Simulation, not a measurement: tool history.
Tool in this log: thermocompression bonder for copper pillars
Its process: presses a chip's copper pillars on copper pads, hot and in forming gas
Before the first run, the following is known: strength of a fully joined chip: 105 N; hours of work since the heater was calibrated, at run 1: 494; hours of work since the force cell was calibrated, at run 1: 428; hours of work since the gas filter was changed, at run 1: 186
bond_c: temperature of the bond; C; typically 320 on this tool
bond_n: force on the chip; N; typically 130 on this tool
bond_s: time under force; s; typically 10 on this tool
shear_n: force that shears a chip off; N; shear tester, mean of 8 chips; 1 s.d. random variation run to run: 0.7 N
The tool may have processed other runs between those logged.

| run | hour | bond_c | bond_n | bond_s | hours of work since the heater was calibrated | hours of work since the force cell was calibrated | hours of work since the gas filter was changed | shear_n |
|---|---|---|---|---|---|---|---|---|
| 1 | 0 | 320 | 130 | 10 | 494 | 428 | 186 | 60.1 |
|  | 2.9 | forming gas filter changed |
| 2 | 14.7 | 320 | 130 | 6 | 506 | 440 | 9 | 53.1 |
| 3 | 29.7 | 328 | 130 | 6 | 518 | 452 | 21 | 58.1 |
| 4 | 41.3 | 328 | 130 | 6 | 527 | 461 | 31 | 57.3 |
| 5 | 49.7 | 328 | 130 | 6 | 534 | 468 | 37 | 56.5 |
| 6 | 59.9 | 328 | 130 | 6 | 542 | 476 | 46 | 58.1 |
| 7 | 75.4 | 328 | 130 | 6 | 554 | 488 | 58 | 57.1 |
| 8 | 88.6 | 320 | 130 | 10 | 565 | 499 | 68 | 61.3 |
| 9 | 95.8 | 320 | 130 | 10 | 571 | 505 | 74 | 60.6 |
| 10 | 104.1 | 320 | 130 | 10 | 577 | 511 | 81 | 61.5 |
| 11 | 111.4 | 320 | 130 | 10 | 583 | 517 | 87 | 61.3 |
| 12 | 126.9 | 321 | 130 | 10 | 596 | 529 | 99 | 61.5 |
| 13 | 135.3 | 321 | 130 | 10 | 602 | 536 | 106 | 60.2 |
| 14 | 148.7 | 292 | 130 | 10 | 613 | 547 | 117 | 42.3 |
| 15 | 163 | 320 | 130 | 10 | 624 | 558 | 128 | 59.3 |
| 16 | 175.5 | 320 | 92 | 10 | 634 | 568 | 138 | 48.5 |
| 17 | 183.8 | 320 | 92 | 10 | 641 | 575 | 145 | 47.1 |
| 18 | 191.6 | 320 | 130 | 10 | 647 | 581 | 151 | 60.5 |
| 19 | 205.5 | 320 | 130 | 10 | 658 | 592 | 162 | 59.6 |
| 20 | 215.6 | 320 | 130 | 10 | 666 | 600 | 170 | 59.8 |
| 21 | 228.8 | 320 | 130 | 10 | 677 | 611 | 181 | 60.8 |
|  | 237.6 | forming gas filter changed |
| 22 | 243 | 347 | 163 | 10 | 688 | 622 | 4 | 87.1 |
| 23 | 250.9 | 347 | 163 | 7 | 694 | 628 | 11 | 79.8 |
| 24 | 259.3 | 293 | 192 | 9 | 701 | 635 | 17 | 56.1 |
| 25 | 269.9 | 320 | 119 | 5 | 709 | 643 | 26 | 45.4 |
| 26 | 283.9 | 298 | 126 | 7 | 721 | 655 | 37 | 38.9 |
| 27 | 294.3 | 302 | 130 | 12 | 729 | 663 | 45 | 51.7 |
| 28 | 302.6 | 334 | 118 | 9 | 736 | 670 | 52 | 64.2 |
| 29 | 312.4 | 334 | 118 | 9 | 743 | 677 | 60 | 63.6 |

Predict the results of run 30:
| 30 | 319.4 | 334 | 118 | 9 | 749 | 683 | 65 | ? |

{"run 30": {"shear_n": 64.2}}
With the hidden condition absent and the run-to-run variation left alone, this run would have shown shear_n 68.9 N.

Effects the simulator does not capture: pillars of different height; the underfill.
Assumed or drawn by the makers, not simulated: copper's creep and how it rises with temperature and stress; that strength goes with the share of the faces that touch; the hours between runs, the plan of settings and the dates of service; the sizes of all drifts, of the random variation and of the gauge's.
